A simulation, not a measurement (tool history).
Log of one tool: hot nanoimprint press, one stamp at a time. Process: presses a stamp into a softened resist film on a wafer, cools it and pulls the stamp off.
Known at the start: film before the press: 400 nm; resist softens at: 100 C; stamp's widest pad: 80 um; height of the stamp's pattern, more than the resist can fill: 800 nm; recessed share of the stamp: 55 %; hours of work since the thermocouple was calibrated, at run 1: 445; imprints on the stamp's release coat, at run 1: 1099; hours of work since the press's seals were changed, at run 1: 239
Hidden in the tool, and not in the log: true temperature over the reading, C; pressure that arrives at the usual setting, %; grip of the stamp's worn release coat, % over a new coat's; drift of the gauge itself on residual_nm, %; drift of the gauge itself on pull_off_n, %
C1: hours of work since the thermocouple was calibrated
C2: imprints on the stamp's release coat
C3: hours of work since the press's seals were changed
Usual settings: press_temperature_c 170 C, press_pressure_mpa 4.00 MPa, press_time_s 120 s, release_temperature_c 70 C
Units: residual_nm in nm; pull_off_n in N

Run 1, hour 0.0: usual settings; C1 445; C2 1099; C3 239. Result: residual_nm 208.7 nm, pull_off_n 297 N.
Run 2, hour 10.5: usual settings; C1 453; C2 1133; C3 247. Result: residual_nm 209.1 nm, pull_off_n 285 N.
Run 3, hour 29.9: usual settings; C1 467; C2 1195; C3 262. Result: residual_nm 207.0 nm, pull_off_n 293 N.
Run 4, hour 47.3: usual settings; C1 481; C2 1251; C3 275. Result: residual_nm 211.3 nm, pull_off_n 293 N.
Run 5, hour 60.3: usual settings; C1 490; C2 1293; C3 285. Result: residual_nm 210.8 nm, pull_off_n 309 N.
Run 6, hour 70.4: usual settings; C1 498; C2 1325; C3 292. Result: residual_nm 212.1 nm, pull_off_n 302 N.
Run 7, hour 83.0: usual settings but press_pressure_mpa 5.92 MPa; C1 508; C2 1365; C3 302. Result: residual_nm 177.5 nm, pull_off_n 310 N.
Run 8, hour 96.6: usual settings but press_pressure_mpa 5.92 MPa; C1 518; C2 1409; C3 312. Result: residual_nm 176.5 nm, pull_off_n 309 N.
Run 9, hour 113.5: usual settings but press_pressure_mpa 5.92 MPa; C1 531; C2 1463; C3 325. Result: residual_nm 177.9 nm, pull_off_n 321 N.
Run 10, hour 128.5: usual settings; C1 542; C2 1511; C3 336. Result: residual_nm 212.1 nm, pull_off_n 314 N.
At hour 138.6: plate thermocouple calibrated.
Run 11, hour 142.0: usual settings but press_pressure_mpa 2.42 MPa; C1 3; C2 1545; C3 344. Result: residual_nm 239.2 nm, pull_off_n 311 N.
At hour 158.9: stamp cleaned and given a new release coat.
Run 12, hour 159.8: usual settings; C1 11; C2 3; C3 353. Result: residual_nm 192.6 nm, pull_off_n 212 N.
Run 13, hour 174.4: usual settings; C1 22; C2 49; C3 364. Result: residual_nm 189.7 nm, pull_off_n 219 N.
Run 14, hour 190.8: usual settings; C1 35; C2 102; C3 376. Result: residual_nm 190.5 nm, pull_off_n 214 N.
Run 15, hour 199.1: usual settings; C1 41; C2 129; C3 382. Result: residual_nm 189.6 nm, pull_off_n 211 N.
Run 16, hour 211.1: usual settings but press_pressure_mpa 2.59 MPa, press_time_s 109 s; C1 50; C2 167; C3 392. Result: residual_nm 236.7 nm, pull_off_n 220 N.
Run 17, hour 227.4: usual settings but press_pressure_mpa 5.13 MPa, release_temperature_c 63 C; C1 63; C2 219; C3 404. Result: residual_nm 173.0 nm, pull_off_n 260 N.
Run 18, hour 236.3: usual settings but press_pressure_mpa 5.13 MPa, press_time_s 134 s, release_temperature_c 63 C; C1 69; C2 248; C3 411. Result: residual_nm 165.0 nm, pull_off_n 257 N.
Run 19, hour 247.5: usual settings but press_pressure_mpa 5.13 MPa, press_time_s 134 s, release_temperature_c 63 C; C1 78; C2 284; C3 419. Result: residual_nm 164.3 nm, pull_off_n 258 N.
Run 20, hour 261.1: usual settings but press_pressure_mpa 5.13 MPa, press_time_s 134 s, release_temperature_c 63 C; C1 88; C2 327; C3 429. Result: residual_nm 164.9 nm, pull_off_n 263 N.
Run 21, hour 271.9: usual settings but press_pressure_mpa 5.13 MPa, press_time_s 134 s, release_temperature_c 63 C; C1 96; C2 362; C3 437. Result: residual_nm 167.1 nm, pull_off_n 263 N.
Run 22, hour 290.3: usual settings but press_temperature_c 167 C, press_pressure_mpa 3.49 MPa, press_time_s 143 s, release_temperature_c 63 C; C1 110; C2 421; C3 451. Result: residual_nm 224.8 nm, pull_off_n 272 N.
Run 23, hour 309.1: usual settings but press_temperature_c 164 C, press_pressure_mpa 4.23 MPa, press_time_s 143 s, release_temperature_c 63 C; C1 124; C2 481; C3 466. Result: residual_nm 233.8 nm, pull_off_n 290 N.
Run 24, hour 324.0: usual settings but press_temperature_c 178 C, press_pressure_mpa 2.52 MPa, release_temperature_c 68 C; C1 135; C2 529; C3 477. Result: residual_nm 170.5 nm, pull_off_n 247 N.
Run 25, hour 343.9: usual settings but press_pressure_mpa 2.77 MPa, press_time_s 173 s; C1 150; C2 593; C3 492. Result: residual_nm 204.2 nm, pull_off_n 245 N.
Run 26, hour 357.9: usual settings but press_temperature_c 173 C, press_pressure_mpa 2.77 MPa, press_time_s 82 s, release_temperature_c 66 C; C1 161; C2 638; C3 502. Result: residual_nm 233.4 nm, pull_off_n 273 N.
Run 27, hour 368.4: usual settings but press_temperature_c 173 C, press_pressure_mpa 2.77 MPa, press_time_s 82 s, release_temperature_c 66 C; C1 169; C2 671; C3 510. Result: residual_nm 233.5 nm, pull_off_n 275 N.
Run 28, hour 377.3: usual settings but press_temperature_c 161 C, press_pressure_mpa 5.23 MPa, press_time_s 144 s, release_temperature_c 77 C; C1 176; C2 700; C3 517. Result: residual_nm 246.2 nm, pull_off_n 219 N.
Run 29, hour 388.3: usual settings but press_time_s 83 s, release_temperature_c 74 C; C1 184; C2 735; C3 525. Result: residual_nm 224.7 nm, pull_off_n 242 N.
Run 30, hour 401.3: usual settings but press_pressure_mpa 5.79 MPa, press_time_s 228 s, release_temperature_c 58 C; C1 194; C2 777; C3 535. Result: residual_nm 132.0 nm, pull_off_n 329 N.

3 ways to go on from here, each from the tool as it stands after run 30. What would each give?
Run A, hour 416.6: usual settings but release_temperature_c 76 C; C1 205; C2 826; C3 547. Result: residual_nm ?, pull_off_n ?.
Run B, hour 416.6: usual settings but press_temperature_c 171 C, press_pressure_mpa 5.79 MPa, press_time_s 228 s, release_temperature_c 58 C; C1 205; C2 826; C3 547. Result: residual_nm ?, pull_off_n ?.
Run C, hour 416.6: usual settings but press_time_s 126 s, release_temperature_c 68 C; C1 205; C2 826; C3 547. Result: residual_nm ?, pull_off_n ?.

run  residual_nm  pull_off_n
  A        199.8         231
  B        124.0         326
  C        197.0         268
Without the tool's hidden state the same runs would have given:
run  residual_nm  pull_off_n
  A        187.9         183
  B        114.6         260
  C        185.3         213
